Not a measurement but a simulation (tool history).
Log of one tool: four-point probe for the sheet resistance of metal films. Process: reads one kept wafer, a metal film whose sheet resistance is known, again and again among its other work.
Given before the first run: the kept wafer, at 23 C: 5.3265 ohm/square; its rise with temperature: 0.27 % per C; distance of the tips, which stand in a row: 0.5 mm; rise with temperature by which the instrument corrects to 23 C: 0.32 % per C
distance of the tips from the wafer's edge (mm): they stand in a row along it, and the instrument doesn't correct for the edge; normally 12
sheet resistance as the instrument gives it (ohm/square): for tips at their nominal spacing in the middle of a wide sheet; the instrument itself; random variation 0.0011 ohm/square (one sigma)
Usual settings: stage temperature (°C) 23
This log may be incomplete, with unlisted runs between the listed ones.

run    hour  stage temperature (°C)  distance of the tips from the wafer's edge (mm)  sheet resistance as the instrument gives it (ohm/square)
  1       0                      23                                               12                                                  5.342713
  2    29.1                      23                                               12                                                  5.343047
  3    75.5                      23                                               12                                                  5.342111
  4   106.3                      23                                               18                                                  5.339097
  5   161.7                      23                                               18                                                  5.339149
  6   210.4                      23                                               18                                                  5.337994
  7   248.1                      22                                               12                                                  5.343912
  8   296.1                      22                                               12                                                  5.344338
  9   325.8                      23                                               12                                                  5.342854
 10   373.9                      23                                                5                                                  5.365973
 11   412.6                      23                                               12                                                  5.339155
 12   436.2                      23                                               21                                                  5.337529
 13     479                      23                                               21                                                  5.338766
 14   510.3                      20                                               12                                                  5.347091
 15   548.4                      23                                               68                                                  5.334414
 16   576.8                      29                                               12                                                  5.326273
 17   612.1                      28                                               12                                                  5.327294
 18   654.1                      23                                               12                                                  5.339735
 19   696.4                      23                                               12                                                  5.339536
 20   732.4                      23                                               12                                                  5.338298
 21   773.8                      23                                               12                                                  5.337608
 22   800.8                      19                                               12                                                  5.349657
 23   837.3                      29                                               13                                                  5.322608
      851.9  -- stage's thermometer calibrated
 24   876.2                      29                                               13                                                  5.332368
 25   911.6                      21                                               55                                                  5.347118
 26   960.8                      34                                                6                                                  5.335287
 27    1011                      34                                                6                                                  5.334107
 28  1060.1                      26                                               12                                                  5.338581
 29  1083.7                      26                                                5                                                  5.363472
 30  1132.6                      26                                                5                                                  5.364219
 31  1158.3                      26                                                5                                                  5.361555
 32  1205.8                      28                                                7                                                  5.345016
 33  1253.2                      28                                                7                                                  5.341899
 34  1280.7                      20                                               32                                                  5.349008
 35  1322.8                      34                                               32                                                  5.314644
 36  1360.1                      23                                               12                                                  5.344725
 37  1395.2                      33                                                6                                                  5.335916
 38  1428.2                      33                                                6                                                  5.335187
 39  1463.5                      18                                               55                                                  5.351322

Measured minus without-hidden-state, run by run (identical run-to-run variation in each term; gauge scatter may differ):
What the log doesn't record here: inner tips' distance over the nominal, %; tips' flats over new ones', %; wafer's true temperature over the reading, C; drift of the gauge itself on sheet_ohm, %.
run  sheet resistance as the instrument gives it (ohm/square)
  1                                                 +0.011401
  2                                                 +0.011244
  3                                                  +0.01099
  4                                                 +0.010813
  5                                                 +0.010529
  6                                                 +0.010281
  7                                                 +0.010066
  8                                                 +0.009808
  9                                                 +0.009668
 10                                                 +0.009444
 11                                                 +0.009184
 12                                                 +0.009064
 13                                                 +0.008833
 14                                                 +0.008609
 15                                                 +0.008459
 16                                                 +0.008434
 17                                                 +0.008238
 18                                                 +0.007915
 19                                                 +0.007695
 20                                                 +0.007508
 21                                                 +0.007287
 22                                                 +0.007068
 23                                                 +0.007114
 24                                                 +0.016399
 25                                                 +0.016251
 26                                                 +0.015948
 27                                                 +0.015674
 28                                                 +0.015419
 29                                                 +0.015357
 30                                                 +0.015095
 31                                                 +0.014936
 32                                                 +0.014647
 33                                                  +0.01438
 34                                                 +0.014226
 35                                                 +0.013925
 36                                                 +0.013785
 37                                                 +0.013597
 38                                                 +0.013433
 39                                                 +0.013254

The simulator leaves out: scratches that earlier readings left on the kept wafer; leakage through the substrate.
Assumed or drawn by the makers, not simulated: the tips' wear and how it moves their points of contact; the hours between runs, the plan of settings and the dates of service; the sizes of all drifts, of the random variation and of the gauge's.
